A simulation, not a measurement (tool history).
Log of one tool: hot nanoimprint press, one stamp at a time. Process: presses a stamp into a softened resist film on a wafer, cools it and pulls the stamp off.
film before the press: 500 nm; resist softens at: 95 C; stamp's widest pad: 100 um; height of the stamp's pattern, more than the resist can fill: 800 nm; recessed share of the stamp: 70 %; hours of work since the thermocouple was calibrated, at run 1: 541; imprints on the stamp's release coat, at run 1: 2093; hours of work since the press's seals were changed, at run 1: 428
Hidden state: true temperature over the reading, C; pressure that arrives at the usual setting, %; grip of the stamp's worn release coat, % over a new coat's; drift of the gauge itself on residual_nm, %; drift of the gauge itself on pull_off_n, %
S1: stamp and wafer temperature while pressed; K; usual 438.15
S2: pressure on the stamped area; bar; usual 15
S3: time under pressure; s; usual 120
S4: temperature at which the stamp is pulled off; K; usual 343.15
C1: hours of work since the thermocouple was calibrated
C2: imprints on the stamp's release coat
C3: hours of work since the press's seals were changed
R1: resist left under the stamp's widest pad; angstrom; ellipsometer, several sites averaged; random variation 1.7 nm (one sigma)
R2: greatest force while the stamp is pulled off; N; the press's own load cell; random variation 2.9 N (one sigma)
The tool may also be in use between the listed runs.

Run 1, day 0: usual settings; C1 541; C2 2093; C3 428. Result: R1 2833 angstrom, R2 266 N.
At day 2.158: stamp cleaned and given a new release coat.
Run 2, day 2.5: usual settings but S3 87 s; C1 573; C2 23; C3 460. Result: R1 3187 angstrom, R2 138 N.
At day 4.133: plate thermocouple calibrated.
Run 3, day 4.504: usual settings but S3 87 s; C1 5; C2 154; C3 487. Result: R1 3223 angstrom, R2 150 N.
Run 4, day 5.779: usual settings but S1 435.15 K, S3 87 s; C1 23; C2 243; C3 505. Result: R1 3578 angstrom, R2 157 N.
Run 5, day 7.217: usual settings but S1 435.15 K, S3 87 s; C1 44; C2 342; C3 526. Result: R1 3599 angstrom, R2 162 N.
Run 6, day 10.2: usual settings but S4 329.15 K; C1 86; C2 550; C3 568. Result: R1 2960 angstrom, R2 214 N.
Run 7, day 11.846: usual settings; C1 110; C2 664; C3 591. Result: R1 2996 angstrom, R2 176 N.
Run 8, day 13.65: usual settings but S2 21.5 bar; C1 135; C2 790; C3 617. Result: R1 2667 angstrom, R2 186 N.
Run 9, day 16.296: usual settings but S4 336.15 K; C1 173; C2 974; C3 655. Result: R1 2963 angstrom, R2 233 N.
At day 17.775: press's hydraulic seals changed and the load cell set to zero.
At day 18.033: plate thermocouple calibrated, once more.
Run 10, day 18.508: usual settings; C1 7; C2 1096; C3 9. Result: R1 2755 angstrom, R2 195 N.
Run 11, day 20.975: usual settings; C1 42; C2 1267; C3 44. Result: R1 2778 angstrom, R2 212 N.
Run 12, day 23.6: usual settings but S2 13.6 bar; C1 79; C2 1450; C3 81. Result: R1 2852 angstrom, R2 219 N.
Run 13, day 26.462: usual settings but S2 13.6 bar; C1 120; C2 1648; C3 122. Result: R1 2886 angstrom, R2 227 N.
Run 14, day 27.771: usual settings but S2 13.6 bar; C1 139; C2 1740; C3 140. Result: R1 2890 angstrom, R2 236 N.
Run 15, day 29.892: usual settings but S2 13.6 bar; C1 169; C2 1887; C3 171. Result: R1 2880 angstrom, R2 252 N.
Run 16, day 32.792: usual settings but S1 446.15 K, S2 22 bar, S4 334.15 K; C1 210; C2 2088; C3 212. Result: R1 1741 angstrom, R2 315 N.
Run 17, day 34.042: usual settings but S1 446.15 K, S2 22 bar, S4 334.15 K; C1 228; C2 2176; C3 230. Result: R1 1733 angstrom, R2 315 N.
At day 34.962: stamp cleaned and given a new release coat.
Run 18, day 36.85: usual settings but S2 9.4 bar, S3 71 s; C1 264; C2 131; C3 266. Result: R1 3711 angstrom, R2 145 N.
Run 19, day 38.892: usual settings but S2 9.4 bar, S3 71 s; C1 293; C2 273; C3 295. Result: R1 3742 angstrom, R2 151 N.
Run 20, day 40.825: usual settings but S2 9.4 bar, S3 71 s, S4 340.15 K; C1 321; C2 408; C3 323. Result: R1 3774 angstrom, R2 160 N.
Run 21, day 42.467: usual settings but S1 442.15 K, S2 15.3 bar, S3 95 s, S4 347.15 K; C1 344; C2 522; C3 346. Result: R1 2640 angstrom, R2 151 N.
Run 22, day 44.225: usual settings but S1 444.15 K, S2 23.2 bar, S3 96 s, S4 347.15 K; C1 369; C2 644; C3 371. Result: R1 2064 angstrom, R2 154 N.
Run 23, day 46.871: usual settings but S1 444.15 K, S2 23.2 bar, S3 96 s, S4 347.15 K; C1 407; C2 828; C3 409. Result: R1 2040 angstrom, R2 164 N.
Run 24, day 49.029: usual settings but S2 23.2 bar, S3 231 s, S4 338.15 K; C1 437; C2 978; C3 439. Result: R1 1880 angstrom, R2 206 N.
Run 25, day 51.621: usual settings but S2 23.2 bar, S3 231 s, S4 338.15 K; C1 474; C2 1158; C3 476. Result: R1 1873 angstrom, R2 223 N.
Run 26, day 54.162: usual settings but S1 447.15 K, S2 12.4 bar, S4 332.15 K; C1 510; C2 1335; C3 512. Result: R1 2183 angstrom, R2 267 N.
Run 27, day 56.017: usual settings but S1 447.15 K, S2 15.2 bar, S3 100 s, S4 332.15 K; C1 537; C2 1464; C3 539. Result: R1 2186 angstrom, R2 276 N.
Run 28, day 58.112: usual settings but S1 449.15 K, S2 10.6 bar, S4 348.15 K; C1 566; C2 1610; C3 568. Result: R1 2160 angstrom, R2 210 N.
At day 60.146: plate thermocouple calibrated.
Run 29, day 60.646: usual settings but S1 445.15 K, S2 18.1 bar, S3 71 s, S4 351.15 K; C1 7; C2 1777; C3 603. Result: R1 2429 angstrom, R2 189 N.
Run 30, day 62.333: usual settings but S2 9.4 bar, S4 340.15 K; C1 31; C2 1894; C3 627. Result: R1 3232 angstrom, R2 255 N.

3 ways to go on from here, each from the tool as it stands after run 30. What would each give?
Run A, day 64.938: usual settings but S4 331.15 K; C1 68; C2 2075; C3 664. Result: R1 ?, R2 ?.
Run B, day 64.938: usual settings but S1 445.15 K, S3 222 s; C1 68; C2 2075; C3 664. Result: R1 ?, R2 ?.
Run C, day 64.938: usual settings but S2 10.7 bar, S3 103 s, S4 334.15 K; C1 68; C2 2075; C3 664. Result: R1 ?, R2 ?.

run    R1   R2
  A  2818  320
  B  1659  257
  C  3257  306
Without the tool's hidden state the same runs would have given:
run    R1   R2
  A  2757  167
  B  1614  135
  C  3213  161

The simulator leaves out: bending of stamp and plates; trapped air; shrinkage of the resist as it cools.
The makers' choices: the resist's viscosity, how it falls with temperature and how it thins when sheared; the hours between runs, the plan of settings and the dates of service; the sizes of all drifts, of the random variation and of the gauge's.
